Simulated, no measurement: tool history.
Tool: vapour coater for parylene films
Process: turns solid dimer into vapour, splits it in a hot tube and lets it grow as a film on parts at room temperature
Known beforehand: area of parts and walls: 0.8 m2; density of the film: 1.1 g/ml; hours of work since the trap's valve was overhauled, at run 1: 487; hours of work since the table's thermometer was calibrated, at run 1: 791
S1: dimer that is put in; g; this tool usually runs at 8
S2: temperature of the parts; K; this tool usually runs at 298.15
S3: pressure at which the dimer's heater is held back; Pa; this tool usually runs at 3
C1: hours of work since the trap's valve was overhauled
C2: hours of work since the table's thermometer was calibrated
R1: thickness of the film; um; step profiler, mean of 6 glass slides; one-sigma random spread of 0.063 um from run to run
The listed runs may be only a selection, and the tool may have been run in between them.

| run | day | S1 | S2 | S3 | C1 | C2 | R1 |
|---|---|---|---|---|---|---|---|
| 1 | 0 | 8 | 298.15 | 3 | 487 | 791 | 6.83 |
| 2 | 1.154 | 8 | 298.15 | 3 | 501 | 806 | 6.69 |
| 3 | 1.858 | 8 | 298.15 | 3 | 511 | 815 | 6.73 |
| 4 | 2.517 | 8 | 298.15 | 3 | 519 | 823 | 6.69 |
| 5 | 3.712 | 8 | 298.15 | 3 | 534 | 839 | 6.78 |
| 6 | 4.646 | 8 | 298.15 | 3 | 547 | 851 | 6.6 |
| 7 | 5.558 | 8 | 298.15 | 11.52 | 558 | 862 | 4.99 |
| 8 | 6.275 | 8 | 298.15 | 11.52 | 568 | 872 | 4.95 |
| 9 | 7.096 | 8 | 298.15 | 11.52 | 578 | 882 | 4.87 |
| 10 | 7.975 | 8 | 298.15 | 11.52 | 589 | 894 | 4.91 |
| 11 | 9.425 | 8 | 298.15 | 11.52 | 608 | 912 | 4.81 |
|  | 10.921 | trap's valve overhauled |
| 12 | 10.979 | 8 | 298.15 | 3 | 1 | 930 | 5.79 |
| 13 | 11.692 | 8 | 298.15 | 3 | 10 | 939 | 5.79 |
| 14 | 12.9 | 8 | 298.15 | 3 | 26 | 955 | 5.72 |
| 15 | 14.075 | 8 | 298.15 | 3 | 41 | 970 | 5.66 |
| 16 | 15.212 | 14 | 298.15 | 3 | 55 | 985 | 10.01 |
| 17 | 16.142 | 8 | 298.15 | 6.38 | 67 | 997 | 4.83 |
| 18 | 16.875 | 8 | 292.15 | 3 | 77 | 1006 | 6.55 |
|  | 17.546 | trap's valve overhauled, once more |
| 19 | 18.588 | 8 | 298.15 | 3 | 13 | 1026 | 7.71 |
| 20 | 19.308 | 8 | 298.15 | 3 | 23 | 1036 | 7.63 |
| 21 | 20.475 | 8 | 298.15 | 3 | 38 | 1051 | 7.67 |
| 22 | 21.488 | 8 | 310.15 | 3 | 51 | 1064 | 5.49 |
| 23 | 22.733 | 11 | 298.15 | 3 | 67 | 1080 | 10.41 |
| 24 | 23.854 | 12 | 298.15 | 4.91 | 81 | 1094 | 10.29 |
| 25 | 24.8 | 12 | 298.15 | 4.91 | 94 | 1107 | 10.25 |
| 26 | 26.112 | 4 | 294.15 | 9.76 | 111 | 1123 | 3.26 |
| 27 | 27.542 | 4 | 294.15 | 9.76 | 129 | 1142 | 3.22 |
| 28 | 28.504 | 14 | 305.15 | 9.51 | 141 | 1154 | 8.34 |
| 29 | 29.158 | 8 | 298.15 | 3.35 | 150 | 1163 | 7.45 |
| 30 | 29.875 | 4 | 296.15 | 2.79 | 159 | 1172 | 4.06 |
| 31 | 30.929 | 3 | 300.15 | 10.76 | 173 | 1186 | 2.07 |
| 32 | 31.733 | 3 | 300.15 | 2.84 | 183 | 1196 | 2.67 |
| 33 | 33.212 | 3 | 308.15 | 2.84 | 202 | 1215 | 2.09 |
| 34 | 34.083 | 11 | 303.15 | 4.51 | 213 | 1226 | 8.21 |
| 35 | 34.804 | 14 | 303.15 | 5.47 | 223 | 1236 | 9.84 |
| 36 | 36.188 | 14 | 303.15 | 5.47 | 241 | 1254 | 9.68 |
| 37 | 37.662 | 6 | 303.15 | 5.47 | 260 | 1272 | 4.14 |
| 38 | 39.083 | 7 | 303.15 | 2.6 | 278 | 1291 | 5.68 |
| 39 | 40.467 | 4 | 294.15 | 3.24 | 296 | 1309 | 3.99 |
| 40 | 41.946 | 8 | 293.15 | 3 | 315 | 1328 | 8.27 |
| 41 | 42.821 | 9 | 298.15 | 3.46 | 326 | 1339 | 7.85 |
| 42 | 44.158 | 9 | 301.15 | 6.35 | 343 | 1356 | 6.4 |
| 43 | 44.862 | 9 | 301.15 | 6.35 | 353 | 1365 | 6.28 |
| 44 | 46.308 | 9 | 301.15 | 6.35 | 371 | 1384 | 6.22 |
| 45 | 47.796 | 9 | 301.15 | 6.35 | 390 | 1403 | 6.22 |
| 46 | 48.683 | 9 | 292.15 | 9.53 | 402 | 1415 | 7.24 |

For each entry between runs, how does the tool's hidden state at the last listed run before it compare with that at the first listed run after it?
Runs 11 to 12: trap's valve overhauled (day 10.921)
  vapour lost through the trap's worn valve, %: 14.8 -> 25.4; true temperature of the parts over the reading, C: -0.74 -> -0.75
  measured result minus the result with no hidden state, R1: -0.72 -> -1.81 um
Runs 18 to 19: trap's valve overhauled, once more (day 17.546)
  vapour lost through the trap's worn valve, %: 27.2 -> 0.4; true temperature of the parts over the reading, C: -0.8 -> -0.82
  measured result minus the result with no hidden state, R1: -2.43 -> +0.14 um
